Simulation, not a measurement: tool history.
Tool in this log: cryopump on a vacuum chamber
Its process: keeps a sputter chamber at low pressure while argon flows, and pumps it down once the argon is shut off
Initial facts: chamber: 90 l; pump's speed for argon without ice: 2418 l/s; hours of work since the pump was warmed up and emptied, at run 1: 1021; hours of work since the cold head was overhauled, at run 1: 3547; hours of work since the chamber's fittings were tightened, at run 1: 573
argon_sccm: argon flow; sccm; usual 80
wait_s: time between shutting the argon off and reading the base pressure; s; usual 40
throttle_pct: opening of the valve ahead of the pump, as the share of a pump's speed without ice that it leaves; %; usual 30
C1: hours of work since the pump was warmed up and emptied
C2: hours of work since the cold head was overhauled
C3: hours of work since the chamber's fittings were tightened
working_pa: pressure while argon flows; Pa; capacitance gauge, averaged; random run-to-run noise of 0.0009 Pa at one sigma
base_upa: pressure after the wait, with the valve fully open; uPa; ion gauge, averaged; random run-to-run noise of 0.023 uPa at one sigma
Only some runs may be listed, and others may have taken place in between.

run 1 day=0.000 | argon_sccm=80 wait_s=40 throttle_pct=30 | C1=1021 C2=3547 C3=573 | working_pa=0.2078 base_upa=1.17
run 2 day=3.338 | argon_sccm=80 wait_s=40 throttle_pct=30 | C1=1088 C2=3614 C3=639 | working_pa=0.2121 base_upa=1.25
run 3 day=5.883 | argon_sccm=80 wait_s=40 throttle_pct=30 | C1=1139 C2=3665 C3=690 | working_pa=0.2128 base_upa=1.29
run 4 day=8.212 | argon_sccm=80 wait_s=40 throttle_pct=30 | C1=1185 C2=3711 C3=737 | working_pa=0.2110 base_upa=1.39
-- day=9.075 pump warmed up, emptied and cooled again
run 5 day=12.575 | argon_sccm=80 wait_s=40 throttle_pct=30 | C1=70 C2=3794 C3=819 | working_pa=0.1898 base_upa=1.21
run 6 day=15.821 | argon_sccm=80 wait_s=40 throttle_pct=30 | C1=135 C2=3859 C3=884 | working_pa=0.1904 base_upa=1.24
run 7 day=20.204 | argon_sccm=80 wait_s=40 throttle_pct=30 | C1=222 C2=3946 C3=972 | working_pa=0.1900 base_upa=1.35
run 8 day=24.788 | argon_sccm=80 wait_s=40 throttle_pct=30 | C1=314 C2=4038 C3=1063 | working_pa=0.1943 base_upa=1.45
run 9 day=27.517 | argon_sccm=80 wait_s=40 throttle_pct=30 | C1=368 C2=4092 C3=1118 | working_pa=0.1936 base_upa=1.48
run 10 day=30.246 | argon_sccm=80 wait_s=40 throttle_pct=23 | C1=422 C2=4147 C3=1172 | working_pa=0.2523 base_upa=1.49
run 11 day=34.158 | argon_sccm=80 wait_s=40 throttle_pct=31 | C1=501 C2=4225 C3=1250 | working_pa=0.1918 base_upa=1.63
run 12 day=37.850 | argon_sccm=80 wait_s=40 throttle_pct=44 | C1=574 C2=4298 C3=1324 | working_pa=0.1400 base_upa=1.65
run 13 day=40.900 | argon_sccm=80 wait_s=24 throttle_pct=30 | C1=635 C2=4359 C3=1385 | working_pa=0.2000 base_upa=2.14
run 14 day=44.404 | argon_sccm=35 wait_s=111 throttle_pct=21 | C1=705 C2=4429 C3=1455 | working_pa=0.1240 base_upa=1.48
run 15 day=48.788 | argon_sccm=80 wait_s=97 throttle_pct=30 | C1=792 C2=4517 C3=1542 | working_pa=0.2041 base_upa=1.60
run 16 day=52.408 | argon_sccm=80 wait_s=97 throttle_pct=30 | C1=865 C2=4589 C3=1614 | working_pa=0.2048 base_upa=1.72
run 17 day=55.833 | argon_sccm=69 wait_s=45 throttle_pct=30 | C1=933 C2=4657 C3=1683 | working_pa=0.1786 base_upa=2.07
run 18 day=59.054 | argon_sccm=91 wait_s=77 throttle_pct=60 | C1=997 C2=4722 C3=1747 | working_pa=0.1312 base_upa=1.89
run 19 day=61.279 | argon_sccm=134 wait_s=77 throttle_pct=53 | C1=1042 C2=4766 C3=1791 | working_pa=0.2165 base_upa=2.00
run 20 day=63.588 | argon_sccm=134 wait_s=77 throttle_pct=53 | C1=1088 C2=4812 C3=1837 | working_pa=0.2194 base_upa=2.01
run 21 day=67.112 | argon_sccm=110 wait_s=97 throttle_pct=43 | C1=1158 C2=4882 C3=1908 | working_pa=0.2156 base_upa=2.09
-- day=69.292 pump warmed up, emptied and cooled again
run 22 day=71.667 | argon_sccm=110 wait_s=97 throttle_pct=43 | C1=47 C2=4969 C3=1995 | working_pa=0.1816 base_upa=1.58
-- day=74.962 leaking fittings of the chamber tightened, without venting
run 23 day=75.050 | argon_sccm=65 wait_s=124 throttle_pct=43 | C1=113 C2=5035 C3=2 | working_pa=0.1083 base_upa=0.38
run 24 day=78.058 | argon_sccm=47 wait_s=196 throttle_pct=30 | C1=173 C2=5095 C3=62 | working_pa=0.1112 base_upa=0.34
run 25 day=82.242 | argon_sccm=55 wait_s=20 throttle_pct=30 | C1=257 C2=5178 C3=145 | working_pa=0.1326 base_upa=1.44
run 26 day=85.788 | argon_sccm=61 wait_s=244 throttle_pct=23 | C1=328 C2=5249 C3=216 | working_pa=0.1905 base_upa=0.44

Pick out some run-to-run changes in working_pa. Of each, how much would a tool without hidden state show as well, from the settings, what came in and chance, and how much is left for the hidden state and any gauge scatter not in both results compared?
The hidden state here: pump's speed, % of a pump's without ice; cold plate's temperature, K; leak into the chamber, uPa l/s; drift of the gauge itself on working_pa, %; drift of the gauge itself on base_upa, %.
Run 4 -> 5: pump warmed up, emptied and cooled again. working_pa -0.0212 Pa: hidden state -0.0240, all else +0.0028.
Run 14 -> 15: argon_sccm 35 -> 80, wait_s 111 -> 97, throttle_pct 21 -> 30. working_pa +0.0801 Pa: hidden state +0.0104, all else +0.0697.
Run 18 -> 19: argon_sccm 91 -> 134, throttle_pct 60 -> 53. working_pa +0.0853 Pa: hidden state +0.0145, all else +0.0708.
Run 21 -> 22: pump warmed up, emptied and cooled again. working_pa -0.0340 Pa: hidden state -0.0346, all else +0.0006.
